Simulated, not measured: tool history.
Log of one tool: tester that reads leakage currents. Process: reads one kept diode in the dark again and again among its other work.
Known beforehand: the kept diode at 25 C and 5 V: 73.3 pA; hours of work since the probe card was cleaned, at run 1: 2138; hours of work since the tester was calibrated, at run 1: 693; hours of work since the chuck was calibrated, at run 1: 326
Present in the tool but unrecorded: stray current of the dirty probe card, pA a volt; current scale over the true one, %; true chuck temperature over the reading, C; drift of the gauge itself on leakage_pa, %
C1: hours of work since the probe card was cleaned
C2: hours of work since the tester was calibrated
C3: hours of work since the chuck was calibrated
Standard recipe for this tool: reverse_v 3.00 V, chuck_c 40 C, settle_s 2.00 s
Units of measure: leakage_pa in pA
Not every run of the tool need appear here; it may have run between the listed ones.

Run 1, day 0.000: usual settings; C1 2138; C2 693; C3 326. Result: leakage_pa 183.00 pA.
Run 2, day 6.842: usual settings but settle_s 4.97 s; C1 2240; C2 795; C3 428. Result: leakage_pa 182.51 pA.
Run 3, day 10.817: usual settings but settle_s 4.97 s; C1 2299; C2 854; C3 487. Result: leakage_pa 181.93 pA.
Run 4, day 17.158: usual settings but chuck_c 24 C; C1 2394; C2 949; C3 582. Result: leakage_pa 58.24 pA.
Run 5, day 21.479: usual settings but chuck_c 24 C; C1 2458; C2 1013; C3 646. Result: leakage_pa 58.17 pA.
Run 6, day 27.612: usual settings; C1 2550; C2 1105; C3 738. Result: leakage_pa 182.80 pA.
Run 7, day 33.058: usual settings but reverse_v 2.19 V; C1 2631; C2 1186; C3 819. Result: leakage_pa 164.34 pA.
At day 34.250: chuck's temperature calibrated.
Run 8, day 38.333: usual settings but reverse_v 2.19 V; C1 2708; C2 1263; C3 61. Result: leakage_pa 164.42 pA.
Run 9, day 46.396: usual settings but reverse_v 2.19 V; C1 2829; C2 1383; C3 181. Result: leakage_pa 164.77 pA.
Run 10, day 51.258: usual settings but reverse_v 2.19 V; C1 2901; C2 1456; C3 254. Result: leakage_pa 165.08 pA.
Run 11, day 59.188: usual settings; C1 3019; C2 1574; C3 372. Result: leakage_pa 182.53 pA.
Run 12, day 65.188: usual settings; C1 3109; C2 1664; C3 461. Result: leakage_pa 182.06 pA.
Run 13, day 68.917: usual settings but chuck_c 58 C; C1 3165; C2 1719; C3 517. Result: leakage_pa 571.10 pA.
Run 14, day 76.796: usual settings but reverse_v 2.98 V; C1 3282; C2 1837; C3 635. Result: leakage_pa 181.26 pA.
Run 15, day 85.846: usual settings but reverse_v 2.98 V; C1 3417; C2 1972; C3 770. Result: leakage_pa 181.63 pA.
At day 90.392: chuck's temperature calibrated.
At day 92.042: probe card cleaned and baked.
Run 16, day 93.275: usual settings but chuck_c 51 C; C1 18; C2 2079; C3 41. Result: leakage_pa 373.58 pA.
Run 17, day 99.225: usual settings but chuck_c 51 C; C1 107; C2 2168; C3 130. Result: leakage_pa 373.79 pA.
Run 18, day 103.846: usual settings but chuck_c 51 C; C1 176; C2 2237; C3 199. Result: leakage_pa 372.51 pA.
Run 19, day 110.562: usual settings but chuck_c 37 C; C1 276; C2 2337; C3 299. Result: leakage_pa 147.97 pA.
Run 20, day 119.071: usual settings but chuck_c 37 C; C1 403; C2 2464; C3 426. Result: leakage_pa 147.09 pA.
Run 21, day 127.858: usual settings but reverse_v 6.33 V, chuck_c 45 C, settle_s 1.90 s; C1 534; C2 2595; C3 557. Result: leakage_pa 320.14 pA.

Run 22 comes next. What will it give?
Run 22, day 134.912: usual settings but reverse_v 5.68 V, settle_s 2.40 s; C1 639; C2 2700; C3 662. Result: leakage_pa ?.

leakage_pa: 220.95 pA
Without the tool's hidden state the same run would have given leakage_pa 221.15 pA.
